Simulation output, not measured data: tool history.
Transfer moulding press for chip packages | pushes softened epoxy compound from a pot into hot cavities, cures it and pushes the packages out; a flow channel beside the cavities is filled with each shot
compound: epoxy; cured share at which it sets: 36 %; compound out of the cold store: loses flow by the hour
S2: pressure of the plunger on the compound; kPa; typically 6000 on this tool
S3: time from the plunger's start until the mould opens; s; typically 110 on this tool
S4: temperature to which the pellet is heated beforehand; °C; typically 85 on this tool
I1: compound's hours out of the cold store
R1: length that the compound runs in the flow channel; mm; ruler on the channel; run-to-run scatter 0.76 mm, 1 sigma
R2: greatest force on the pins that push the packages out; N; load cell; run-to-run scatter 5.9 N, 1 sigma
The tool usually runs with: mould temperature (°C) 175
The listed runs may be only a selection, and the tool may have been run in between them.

{"run": 1, "hour": 0.0, "mould temperature (°C)": 175, "S2": 6000, "S3": 110, "S4": 85, "I1": 9.2, "R1": 768.8, "R2": 408}
{"hour": 6.3, "done": "cavities cleaned with cleaning compound and waxed"}
{"run": 2, "hour": 25.8, "mould temperature (°C)": 175, "S2": 6000, "S3": 110, "S4": 85, "I1": 21.3, "R1": 728.9, "R2": 361}
{"hour": 42.3, "done": "cavities cleaned with cleaning compound and waxed"}
{"run": 3, "hour": 60.1, "mould temperature (°C)": 175, "S2": 6000, "S3": 110, "S4": 85, "I1": 15.4, "R1": 745.9, "R2": 350}
{"hour": 81.6, "done": "cavities cleaned with cleaning compound and waxed"}
{"run": 4, "hour": 102.0, "mould temperature (°C)": 175, "S2": 6000, "S3": 110, "S4": 85, "I1": 43.7, "R1": 660.8, "R2": 354}
{"hour": 118.2, "done": "cavities cleaned with cleaning compound and waxed"}
{"hour": 137.5, "done": "plunger's sealing rings changed"}
{"run": 5, "hour": 149.6, "mould temperature (°C)": 175, "S2": 6000, "S3": 110, "S4": 85, "I1": 39.0, "R1": 683.1, "R2": 402}
{"hour": 156.2, "done": "cavities cleaned with cleaning compound and waxed"}
{"hour": 190.1, "done": "mould's thermocouples calibrated"}
{"hour": 195.6, "done": "cavities cleaned with cleaning compound and waxed"}
{"run": 6, "hour": 198.4, "mould temperature (°C)": 175, "S2": 5550, "S3": 110, "S4": 85, "I1": 28.8, "R1": 681.3, "R2": 253}
{"hour": 231.1, "done": "cavities cleaned with cleaning compound and waxed"}
{"run": 7, "hour": 231.1, "mould temperature (°C)": 175, "S2": 6000, "S3": 110, "S4": 94, "I1": 45.4, "R1": 658.0, "R2": 220}
{"hour": 267.6, "done": "cavities cleaned with cleaning compound and waxed"}
{"run": 8, "hour": 274.2, "mould temperature (°C)": 175, "S2": 4650, "S3": 110, "S4": 85, "I1": 43.7, "R1": 583.6, "R2": 286}
{"run": 9, "hour": 295.4, "mould temperature (°C)": 178, "S2": 4650, "S3": 110, "S4": 85, "I1": 11.2, "R1": 659.1, "R2": 381}
{"hour": 302.9, "done": "cavities cleaned with cleaning compound and waxed"}
{"run": 10, "hour": 323.5, "mould temperature (°C)": 178, "S2": 4650, "S3": 110, "S4": 85, "I1": 42.9, "R1": 578.4, "R2": 342}
{"hour": 340.3, "done": "cavities cleaned with cleaning compound and waxed"}
{"hour": 351.5, "done": "plunger's sealing rings changed"}
{"run": 11, "hour": 370.8, "mould temperature (°C)": 178, "S2": 4650, "S3": 110, "S4": 85, "I1": 19.1, "R1": 646.0, "R2": 391}
{"hour": 379.1, "done": "cavities cleaned with cleaning compound and waxed"}
{"run": 12, "hour": 405.5, "mould temperature (°C)": 178, "S2": 4650, "S3": 110, "S4": 85, "I1": 42.5, "R1": 584.9, "R2": 385}

What does the tool deliver on the next run?
{"hour": 416.9, "done": "cavities cleaned with cleaning compound and waxed"}
{"run": 13, "hour": 450.2, "mould temperature (°C)": 178, "S2": 4650, "S3": 110, "S4": 85, "I1": 13.8, "R1": "?", "R2": "?"}

{"run 13": {"R1": 654.8, "R2": 417}}
On a tool with no hidden condition, and with the same random variation, this run would have come out at R1 660.7 mm, R2 221 N.
